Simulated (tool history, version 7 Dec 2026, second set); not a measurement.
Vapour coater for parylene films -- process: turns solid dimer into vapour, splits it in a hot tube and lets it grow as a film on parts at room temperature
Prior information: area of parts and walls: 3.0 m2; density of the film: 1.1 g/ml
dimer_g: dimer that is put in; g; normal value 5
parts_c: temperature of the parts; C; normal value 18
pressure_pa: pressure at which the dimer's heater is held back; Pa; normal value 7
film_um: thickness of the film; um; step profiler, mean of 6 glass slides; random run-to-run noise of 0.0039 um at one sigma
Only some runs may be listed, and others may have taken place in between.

{"run": 1, "hour": 0.0, "dimer_g": 5, "parts_c": 18, "pressure_pa": 7, "film_um": 0.873}
{"run": 2, "hour": 11.1, "dimer_g": 5, "parts_c": 18, "pressure_pa": 7, "film_um": 0.865}
{"run": 3, "hour": 26.8, "dimer_g": 5, "parts_c": 18, "pressure_pa": 7, "film_um": 0.865}
{"run": 4, "hour": 48.6, "dimer_g": 5, "parts_c": 18, "pressure_pa": 7, "film_um": 0.871}
{"hour": 61.0, "done": "trap's valve overhauled"}
{"run": 5, "hour": 66.1, "dimer_g": 5, "parts_c": 18, "pressure_pa": 7, "film_um": 0.957}
{"run": 6, "hour": 79.9, "dimer_g": 5, "parts_c": 18, "pressure_pa": 7, "film_um": 0.961}
{"run": 7, "hour": 96.6, "dimer_g": 5, "parts_c": 18, "pressure_pa": 7, "film_um": 0.951}
{"run": 8, "hour": 114.1, "dimer_g": 3, "parts_c": 18, "pressure_pa": 7, "film_um": 0.573}
{"run": 9, "hour": 131.9, "dimer_g": 5, "parts_c": 23, "pressure_pa": 7, "film_um": 0.764}
{"run": 10, "hour": 147.6, "dimer_g": 5, "parts_c": 23, "pressure_pa": 7, "film_um": 0.75}
{"run": 11, "hour": 162.1, "dimer_g": 5, "parts_c": 23, "pressure_pa": 7, "film_um": 0.762}
{"run": 12, "hour": 187.4, "dimer_g": 5, "parts_c": 23, "pressure_pa": 7, "film_um": 0.758}
{"run": 13, "hour": 202.7, "dimer_g": 5, "parts_c": 23, "pressure_pa": 7, "film_um": 0.754}
{"run": 14, "hour": 222.8, "dimer_g": 5, "parts_c": 18, "pressure_pa": 7, "film_um": 0.955}
{"run": 15, "hour": 247.9, "dimer_g": 5, "parts_c": 18, "pressure_pa": 2.05, "film_um": 1.242}
{"run": 16, "hour": 268.4, "dimer_g": 5, "parts_c": 18, "pressure_pa": 2.05, "film_um": 1.237}
{"run": 17, "hour": 280.9, "dimer_g": 5, "parts_c": 18, "pressure_pa": 3.37, "film_um": 1.117}
{"run": 18, "hour": 298.0, "dimer_g": 3, "parts_c": 29, "pressure_pa": 7, "film_um": 0.343}
{"run": 19, "hour": 309.9, "dimer_g": 3, "parts_c": 29, "pressure_pa": 5.07, "film_um": 0.364}
{"run": 20, "hour": 323.8, "dimer_g": 3, "parts_c": 29, "pressure_pa": 5.07, "film_um": 0.361}
{"run": 21, "hour": 346.6, "dimer_g": 9, "parts_c": 22, "pressure_pa": 3.52, "film_um": 1.64}
{"run": 22, "hour": 361.1, "dimer_g": 9, "parts_c": 22, "pressure_pa": 3.52, "film_um": 1.64}
{"run": 23, "hour": 383.1, "dimer_g": 3, "parts_c": 22, "pressure_pa": 4.02, "film_um": 0.531}
{"run": 24, "hour": 399.5, "dimer_g": 3, "parts_c": 22, "pressure_pa": 11.01, "film_um": 0.423}
{"run": 25, "hour": 411.4, "dimer_g": 4, "parts_c": 18, "pressure_pa": 7, "film_um": 0.758}
{"run": 26, "hour": 422.9, "dimer_g": 5, "parts_c": 21, "pressure_pa": 2.56, "film_um": 1.019}
{"run": 27, "hour": 443.0, "dimer_g": 2, "parts_c": 22, "pressure_pa": 4.8, "film_um": 0.342}
{"run": 28, "hour": 455.2, "dimer_g": 9, "parts_c": 24, "pressure_pa": 5.22, "film_um": 1.362}
{"run": 29, "hour": 471.9, "dimer_g": 9, "parts_c": 24, "pressure_pa": 5.22, "film_um": 1.377}
{"run": 30, "hour": 486.1, "dimer_g": 3, "parts_c": 11, "pressure_pa": 10.9, "film_um": 0.709}
{"run": 31, "hour": 509.5, "dimer_g": 3, "parts_c": 11, "pressure_pa": 10.9, "film_um": 0.707}

What if the next run were any one of these 3? Each begins from the tool's condition after run 31:
{"run": "A", "hour": 520.6, "dimer_g": 6, "parts_c": 23, "pressure_pa": 2.5, "film_um": "?"}
{"run": "B", "hour": 520.6, "dimer_g": 3, "parts_c": 11, "pressure_pa": 2.95, "film_um": "?"}
{"run": "C", "hour": 520.6, "dimer_g": 3, "parts_c": 25, "pressure_pa": 10.9, "film_um": "?"}

run=A film_um=1.109
run=B film_um=0.859
run=C film_um=0.368
The same runs, with their run-to-run variation unchanged, on a tool lacking any hidden condition would have given:
run=A film_um=1.13
run=B film_um=0.886
run=C film_um=0.375
